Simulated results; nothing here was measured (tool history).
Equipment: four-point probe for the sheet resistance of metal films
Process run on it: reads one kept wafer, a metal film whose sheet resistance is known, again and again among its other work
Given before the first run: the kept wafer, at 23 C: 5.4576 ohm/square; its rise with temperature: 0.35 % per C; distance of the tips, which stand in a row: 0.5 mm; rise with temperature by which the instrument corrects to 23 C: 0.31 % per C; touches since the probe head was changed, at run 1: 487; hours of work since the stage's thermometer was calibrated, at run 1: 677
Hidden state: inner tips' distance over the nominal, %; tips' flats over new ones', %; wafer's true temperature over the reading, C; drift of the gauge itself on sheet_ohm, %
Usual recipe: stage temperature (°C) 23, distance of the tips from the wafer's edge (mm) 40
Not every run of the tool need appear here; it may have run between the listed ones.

run,hour,stage temperature (°C),distance of the tips from the wafer's edge (mm),touches since the probe head was changed,hours of work since the stage's thermometer was calibrated,sheet resistance as the instrument gives it (ohm/square)
1,0,23,40,487,677,5.460094
2,32.5,23,40,885,692,5.461181
3,54.2,23,40,1152,701,5.459245
4,78.9,19,40,1455,712,5.449988
5,99.5,19,30,1707,721,5.450731
6,134.6,23,13,2137,737,5.464457
7,167.9,23,13,2546,751,5.464098
8,194.5,23,13,2872,763,5.464528
9,228,23,40,3283,778,5.459568
10,259.2,23,40,3664,791,5.460307
11,288.2,22,40,4021,804,5.458862
12,309.9,22,40,4286,814,5.45768
13,333.6,22,10,4577,824,5.462878
14,370.1,22,10,5024,840,5.466296
15,407.7,22,40,5485,857,5.457903
16,439.5,23,61,5875,871,5.458371
17,458.7,23,40,6110,879,5.460066
18,496.8,23,40,6577,896,5.45901
19,516.1,23,40,6814,905,5.460461
20,542.7,23,40,7141,916,5.460372
21,582.1,23,40,7623,934,5.459944
22,603.7,23,40,7888,943,5.461691
23,627.1,32,40,8174,953,5.480749
24,664.1,29,31,8628,970,5.473396
25,684,22,4,8873,978,5.502737
26,704.2,23,38,9120,987,5.460197
27,733.3,23,38,9476,1000,5.458701
28,751.9,19,48,9705,1008,5.449369
29,786.7,20,6,10132,1024,5.473961
30,805.2,20,6,10358,1032,5.472405
31,830.3,18,4,10666,1043,5.49279
32,866.1,20,36,11105,1059,5.454288
33,905.3,21,40,11586,1076,5.455856
34,931.1,20,35,11901,1087,5.454392
35,956.6,25,35,12214,1098,5.46647
36,974.3,29,4,12432,1106,5.518779
37,991.9,19,4,12647,1114,5.497773
38,1022.4,19,12,13021,1127,5.457132
39,1062,20,65,13507,1145,5.453115
40,1093.5,20,65,13893,1159,5.455318
41,1111.4,19,7,14112,1167,5.466692
42,1141.8,29,7,14485,1180,5.489195
43,1161.8,22,49,14729,1189,5.457808
44,1197.9,30,25,15172,1205,5.477871
45,1233.7,31,26,15611,1220,5.481248

Forecast each of these 4 alternatives for the next run:
A,1272,32,11,16081,1237,?
B,1272,31,7,16081,1237,?
C,1272,21,30,16081,1237,?
D,1272,20,4,16081,1237,?

run,sheet resistance as the instrument gives it (ohm/square)
A,5.48994
B,5.495112
C,5.456831
D,5.49902
With the hidden condition removed and each run's random variation left untouched, the same runs would have given:
run,sheet resistance as the instrument gives it (ohm/square)
A,5.486278
B,5.491467
C,5.453401
D,5.49559

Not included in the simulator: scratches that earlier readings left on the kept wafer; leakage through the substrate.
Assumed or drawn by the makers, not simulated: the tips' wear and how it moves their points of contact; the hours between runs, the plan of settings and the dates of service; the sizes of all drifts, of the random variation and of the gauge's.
